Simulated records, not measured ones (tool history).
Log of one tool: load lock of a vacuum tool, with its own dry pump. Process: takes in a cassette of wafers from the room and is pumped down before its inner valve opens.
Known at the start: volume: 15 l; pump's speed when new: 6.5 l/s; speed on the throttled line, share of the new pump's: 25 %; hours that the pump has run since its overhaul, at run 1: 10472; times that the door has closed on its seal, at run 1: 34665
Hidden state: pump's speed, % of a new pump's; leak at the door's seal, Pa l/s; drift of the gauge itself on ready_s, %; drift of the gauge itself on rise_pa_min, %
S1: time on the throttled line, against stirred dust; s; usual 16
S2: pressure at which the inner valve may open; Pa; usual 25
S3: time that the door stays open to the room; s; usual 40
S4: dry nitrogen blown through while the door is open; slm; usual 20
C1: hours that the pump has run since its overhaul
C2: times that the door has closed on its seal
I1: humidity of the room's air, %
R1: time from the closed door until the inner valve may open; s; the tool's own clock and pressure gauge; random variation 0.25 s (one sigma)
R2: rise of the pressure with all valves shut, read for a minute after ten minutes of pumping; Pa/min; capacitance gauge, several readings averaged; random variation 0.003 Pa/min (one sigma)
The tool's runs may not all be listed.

run	hour	S1	S2	S3	S4	C1	C2	I1	R1	R2
1	0	16	25	40	20	10472	34665	41.9	31.6	0.035
2	254.4	16	27	40	20	10726	35687	48	30.7	0.043
# hour 269.8: door's seal changed, seat wiped
3	535.4	16	25	40	5	11006	1067	43.3	30.9	0.061
4	683.2	16	25	40	5	11154	1661	45.4	31.1	0.07
5	841.1	16	25	48	20	11311	2295	44.1	31	0.043
6	1180.4	22	25	48	20	11651	3658	46	35.9	0.045
7	1485.6	16	25	40	20	11956	4884	40	31	0.029
8	1745.5	16	25	40	20	12216	5929	47.3	31.3	0.045
9	1960.1	16	25	40	20	12430	6790	46.9	30.9	0.042
10	2136.8	16	25	40	20	12607	7500	46.2	31.3	0.04
11	2427.4	14	25	40	20	12898	8668	43.8	29.5	0.039
12	2765.8	16	22	40	20	13236	10027	46.4	31.4	0.04
13	2992.7	16	25	40	20	13463	10939	42.8	31.1	0.04
14	3180.8	32	25	25	20	13651	11694	44.9	43.5	0.033
15	3409.5	16	29	51	20	13880	12613	39.3	30.8	0.037
16	3749.3	16	29	51	20	14220	13978	45.3	30.9	0.046
17	4083.5	30	43	151	31	14554	15321	48.8	40.1	0.063
18	4416.4	30	43	151	31	14887	16658	44	40.5	0.06
19	4720.2	30	19	151	15	15191	17879	42.8	42.3	0.076
20	5059.5	30	19	151	15	15530	19241	48.8	42.3	0.09
21	5231	30	19	151	15	15701	19931	47.2	42.2	0.092
22	5406.1	16	35	40	21	15876	20634	50	30.3	0.04
23	5685.6	16	35	40	21	16156	21757	44.4	30.6	0.042
24	5843	16	25	75	20	16313	22389	43.8	30.8	0.049
25	6148.5	16	25	75	20	16619	23616	44.8	31.4	0.051

Forecast each of these 5 alternatives for the next run:
A	6307.7	18	25	40	20	16778	24256	43.7	?	?
B	6307.7	14	18	75	6	16778	24256	43.5	?	?
C	6307.7	16	26	177	7	16778	24256	44.7	?	?
D	6307.7	16	29	75	20	16778	24256	47.3	?	?
E	6307.7	31	25	180	16	16778	24256	45	?	?

run	R1	R2
A	32.7	0.042
B	30.9	0.079
C	31.1	0.124
D	30.9	0.058
E	42.2	0.091
Without the tool's hidden state the same runs would have given:
run	R1	R2
A	32.7	0.04
B	30.9	0.077
C	31.1	0.122
D	30.9	0.057
E	42.2	0.09
